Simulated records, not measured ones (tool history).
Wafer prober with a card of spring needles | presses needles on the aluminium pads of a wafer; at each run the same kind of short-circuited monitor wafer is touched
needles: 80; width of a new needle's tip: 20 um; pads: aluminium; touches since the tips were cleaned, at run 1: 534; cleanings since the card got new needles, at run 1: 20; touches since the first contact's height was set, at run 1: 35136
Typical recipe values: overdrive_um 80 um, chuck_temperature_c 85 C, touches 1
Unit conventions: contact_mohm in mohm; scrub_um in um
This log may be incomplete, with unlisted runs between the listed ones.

run   hour  overdrive_um  chuck_temperature_c  touches  touches since the tips were cleaned  cleanings since the card got new needles  touches since the first contact's height was set  contact_mohm  scrub_um
  1    0.0            80                   85        1                                  534                                        20                                             35136           229      9.86
       3.6  -- tips cleaned on abrasive film
       8.4  -- tips cleaned on abrasive film
      13.2  -- tips cleaned on abrasive film
      17.9  -- tips cleaned on abrasive film
      22.7  -- tips cleaned on abrasive film
      28.7  -- tips cleaned on abrasive film
      34.6  -- tips cleaned on abrasive film
      39.4  -- tips cleaned on abrasive film
      44.2  -- tips cleaned on abrasive film
      48.9  -- tips cleaned on abrasive film
      53.7  -- tips cleaned on abrasive film
      59.7  -- tips cleaned on abrasive film
  2   61.0            95                   85        1                                  457                                        32                                             55480           225     11.55
      64.6  -- tips cleaned on abrasive film
      70.6  -- tips cleaned on abrasive film
      75.3  -- tips cleaned on abrasive film
      80.1  -- tips cleaned on abrasive film
      84.9  -- tips cleaned on abrasive film
      90.8  -- tips cleaned on abrasive film
      96.8  -- tips cleaned on abrasive film
     101.6  -- tips cleaned on abrasive film
     106.3  -- tips cleaned on abrasive film
  3  107.6            80                   70        1                                  415                                        41                                             71006           228      9.60
     111.2  -- tips cleaned on abrasive film
     115.9  -- tips cleaned on abrasive film
     120.7  -- tips cleaned on abrasive film
     126.7  -- tips cleaned on abrasive film
     132.6  -- tips cleaned on abrasive film
     137.4  -- tips cleaned on abrasive film
     142.2  -- tips cleaned on abrasive film
     146.9  -- tips cleaned on abrasive film
     152.9  -- tips cleaned on abrasive film
     157.7  -- tips cleaned on abrasive film
     162.4  -- tips cleaned on abrasive film
     167.2  -- tips cleaned on abrasive film
     172.0  -- tips cleaned on abrasive film
  4  175.0            80                   43        1                                 1027                                        54                                             93512           240      9.23
     177.5  -- tips cleaned on abrasive film
     182.2  -- tips cleaned on abrasive film
     187.0  -- tips cleaned on abrasive film
     193.0  -- tips cleaned on abrasive film
     198.9  -- tips cleaned on abrasive film
     203.7  -- tips cleaned on abrasive film
     208.5  -- tips cleaned on abrasive film
     213.2  -- tips cleaned on abrasive film
     219.2  -- tips cleaned on abrasive film
  5  222.0            80                   43        1                                  963                                        63                                            109190           239      9.18
     224.4  -- tips cleaned on abrasive film
     229.2  -- tips cleaned on abrasive film
     235.2  -- tips cleaned on abrasive film
     239.9  -- tips cleaned on abrasive film
     244.7  -- tips cleaned on abrasive film
     249.5  -- tips cleaned on abrasive film
     254.3  -- tips cleaned on abrasive film
  6  258.9            80                   43        1                                 1584                                        70                                            121512           248      9.04
     260.2  -- tips cleaned on abrasive film
     265.0  -- tips cleaned on abrasive film
     269.8  -- tips cleaned on abrasive film
     275.7  -- tips cleaned on abrasive film
     281.6  -- tips cleaned on abrasive film
     286.4  -- tips cleaned on abrasive film
     292.4  -- tips cleaned on abrasive film
     292.7  -- height of the first contact set anew
     298.6  -- tips cleaned on abrasive film
     303.4  -- tips cleaned on abrasive film
     308.2  -- tips cleaned on abrasive film
     312.9  -- tips cleaned on abrasive film
     317.7  -- tips cleaned on abrasive film
     323.7  -- tips cleaned on abrasive film
     328.4  -- tips cleaned on abrasive film
     333.2  -- tips cleaned on abrasive film
  7  333.6            80                   85        1                                  135                                        85                                             13657           226     10.06
     338.4  -- tips cleaned on abrasive film
     344.3  -- tips cleaned on abrasive film
     349.1  -- tips cleaned on abrasive film
     353.9  -- tips cleaned on abrasive film
     358.7  -- tips cleaned on abrasive film
     364.6  -- tips cleaned on abrasive film
     369.4  -- tips cleaned on abrasive film
     375.3  -- tips cleaned on abrasive film
     380.1  -- tips cleaned on abrasive film
     384.9  -- tips cleaned on abrasive film
     390.8  -- tips cleaned on abrasive film
  8  391.3            80                   31        1                                  149                                        96                                             32898           213      9.82
     396.1  -- tips cleaned on abrasive film
     400.8  -- tips cleaned on abrasive film
     406.8  -- tips cleaned on abrasive film
     411.6  -- tips cleaned on abrasive film
     416.3  -- tips cleaned on abrasive film
     422.3  -- tips cleaned on abrasive film
     427.1  -- tips cleaned on abrasive film
     431.8  -- tips cleaned on abrasive film
     436.6  -- tips cleaned on abrasive film
  9  441.3            73                   27        1                                 1578                                       105                                             49591           259      8.61
     442.5  -- tips cleaned on abrasive film
     448.5  -- tips cleaned on abrasive film
     453.2  -- tips cleaned on abrasive film
     459.2  -- tips cleaned on abrasive film
     464.0  -- tips cleaned on abrasive film
     468.8  -- tips cleaned on abrasive film
     473.5  -- tips cleaned on abrasive film
     478.3  -- tips cleaned on abrasive film
     483.1  -- tips cleaned on abrasive film
     487.9  -- tips cleaned on abrasive film
     493.8  -- tips cleaned on abrasive film
     498.6  -- tips cleaned on abrasive film
     504.5  -- tips cleaned on abrasive film
     509.3  -- tips cleaned on abrasive film
     515.3  -- tips cleaned on abrasive film
 10  517.0            88                  119        1                                  608                                       120                                             74858           247     10.31
     520.6  -- tips cleaned on abrasive film
     525.4  -- tips cleaned on abrasive film
     531.4  -- tips cleaned on abrasive film
     536.1  -- tips cleaned on abrasive film
     540.9  -- tips cleaned on abrasive film
     545.7  -- tips cleaned on abrasive film
     551.6  -- tips cleaned on abrasive film
     557.6  -- tips cleaned on abrasive film
     562.4  -- tips cleaned on abrasive film
     568.3  -- tips cleaned on abrasive film
     573.1  -- tips cleaned on abrasive film
     579.0  -- tips cleaned on abrasive film
     585.0  -- tips cleaned on abrasive film
     589.8  -- tips cleaned on abrasive film
     594.5  -- tips cleaned on abrasive film
     600.5  -- tips cleaned on abrasive film
     605.3  -- tips cleaned on abrasive film
 11  607.4            88                  119        1                                  714                                       137                                            105003           248     10.19
     611.0  -- tips cleaned on abrasive film
     615.7  -- tips cleaned on abrasive film
     621.7  -- tips cleaned on abrasive film
     626.5  -- tips cleaned on abrasive film
     632.4  -- tips cleaned on abrasive film
     638.4  -- tips cleaned on abrasive film
     644.3  -- tips cleaned on abrasive film
     650.2  -- tips cleaned on abrasive film
     656.2  -- tips cleaned on abrasive film
 12  657.3            74                   37        2                                  371                                       146                                            121680           228      8.43
     662.1  -- tips cleaned on abrasive film
     666.8  -- tips cleaned on abrasive film
     672.8  -- tips cleaned on abrasive film
     677.6  -- tips cleaned on abrasive film
     682.3  -- tips cleaned on abrasive film
     687.1  -- tips cleaned on abrasive film
     689.8  -- height of the first contact set anew
     693.4  -- tips cleaned on abrasive film
     698.1  -- tips cleaned on abrasive film
     704.1  -- tips cleaned on abrasive film
     708.9  -- tips cleaned on abrasive film
     713.6  -- tips cleaned on abrasive film
     718.4  -- tips cleaned on abrasive film
     723.2  -- tips cleaned on abrasive film
     728.0  -- tips cleaned on abrasive film
     732.7  -- tips cleaned on abrasive film
 13  735.1            74                   37        2                                  793                                       161                                             15112           224      9.17
     738.7  -- tips cleaned on abrasive film
     744.6  -- tips cleaned on abrasive film
     750.6  -- tips cleaned on abrasive film
     755.4  -- tips cleaned on abrasive film
     760.1  -- tips cleaned on abrasive film
     764.9  -- tips cleaned on abrasive film
     769.7  -- tips cleaned on abrasive film
     775.6  -- tips cleaned on abrasive film
     780.4  -- tips cleaned on abrasive film
     785.2  -- tips cleaned on abrasive film
 14  789.4            74                   37        2                                 1444                                       171                                             33261           239      9.27
     790.7  -- tips cleaned on abrasive film
     796.7  -- tips cleaned on abrasive film
     801.4  -- tips cleaned on abrasive film
     806.2  -- tips cleaned on abrasive film
     811.0  -- tips cleaned on abrasive film
     815.8  -- tips cleaned on abrasive film
     820.5  -- tips cleaned on abrasive film
     825.3  -- tips cleaned on abrasive film
     831.3  -- tips cleaned on abrasive film
     837.2  -- tips cleaned on abrasive film
     842.0  -- tips cleaned on abrasive film
     846.8  -- tips cleaned on abrasive film
     852.7  -- tips cleaned on abrasive film
 15  852.8            67                   85        1                                   47                                       184                                             54389           237      7.92
     857.6  -- tips cleaned on abrasive film
     863.6  -- tips cleaned on abrasive film
     868.3  -- tips cleaned on abrasive film
     873.1  -- tips cleaned on abrasive film
     877.9  -- tips cleaned on abrasive film
     883.9  -- tips cleaned on abrasive film
     889.8  -- tips cleaned on abrasive film
     894.6  -- tips cleaned on abrasive film
     899.4  -- tips cleaned on abrasive film
     904.1  -- tips cleaned on abrasive film
     910.1  -- tips cleaned on abrasive film
     914.9  -- tips cleaned on abrasive film
     926.9  -- card fitted with new needles
     932.8  -- tips cleaned on abrasive film
 16  935.1            80                  101        2                                  798                                         1                                              2786           224     10.12

For some of the steps in contact_mohm from one run to the next: how much would appear even if the tool had no hidden state, given the settings, what came in and random variation, and how much remains for the hidden state plus any gauge scatter that the measured result and the result without hidden state don't share?
Hidden conditions of the tool in this case: debris on the tips, nm; way that the needles fall short of the set height, um; tips' diameter, um; drift of the gauge itself on contact_mohm, %; drift of the gauge itself on scrub_um, %.
Run 8 -> 9: overdrive_um 80 -> 73, chuck_temperature_c 31 -> 27, tips cleaned on abrasive film, tips cleaned on abrasive film, tips cleaned on abrasive film, tips cleaned on abrasive film, tips cleaned on abrasive film, tips cleaned on abrasive film, tips cleaned on abrasive film, tips cleaned on abrasive film, tips cleaned on abrasive film. contact_mohm +46 mohm: hidden state +40, all else +6.
